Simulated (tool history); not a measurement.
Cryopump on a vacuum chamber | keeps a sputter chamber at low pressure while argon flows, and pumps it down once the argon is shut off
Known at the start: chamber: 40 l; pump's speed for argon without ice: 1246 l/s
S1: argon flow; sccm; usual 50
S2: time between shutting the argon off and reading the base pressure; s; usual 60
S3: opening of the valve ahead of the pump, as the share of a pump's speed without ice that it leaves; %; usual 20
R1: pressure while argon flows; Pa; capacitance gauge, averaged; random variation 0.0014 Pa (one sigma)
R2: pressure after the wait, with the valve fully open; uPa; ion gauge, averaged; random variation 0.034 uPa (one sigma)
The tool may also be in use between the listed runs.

run,hour,S1,S2,S3,R1,R2
1,0,50,60,20,0.3426,3.71
2,22.7,50,60,20,0.3426,3.67
3,39.6,50,60,51,0.1369,3.56
4,61.4,50,60,20,0.3404,3.62
5,88.8,50,60,20,0.3413,3.71
6,104.3,50,60,20,0.3413,3.69
7,124.6,50,60,20,0.3428,3.67
8,145.6,50,24,20,0.3433,5.98
9,160.1,50,24,20,0.3443,6.22
10,193.5,50,24,20,0.3429,6.14
11,215.6,50,24,20,0.343,6.1
12,248.6,50,60,20,0.345,3.82
13,271.2,50,60,20,0.3436,3.77
14,293.6,50,60,20,0.346,3.78
15,307.7,50,60,20,0.3432,3.72
16,323.5,25,60,31,0.112,3.8
17,351.7,25,60,31,0.1134,3.9
18,366.1,22,89,31,0.0997,3.29
19,386.2,22,89,31,0.0982,3.46
20,404.3,22,89,31,0.0989,3.43
21,435.8,81,207,20,0.562,2.77
22,461.3,50,185,20,0.3429,2.73
23,480.5,50,185,20,0.3448,2.78

Forecast each of these 3 alternatives for the next run:
A,499.3,74,116,20,?,?
B,499.3,26,60,59,?,?
C,499.3,68,83,16,?,?

run,R1,R2
A,0.5122,3.18
B,0.0652,3.86
C,0.59,3.43
Without the tool's hidden state the same runs would have given:
run,R1,R2
A,0.5007,1.1
B,0.0611,1.83
C,0.5793,1.38
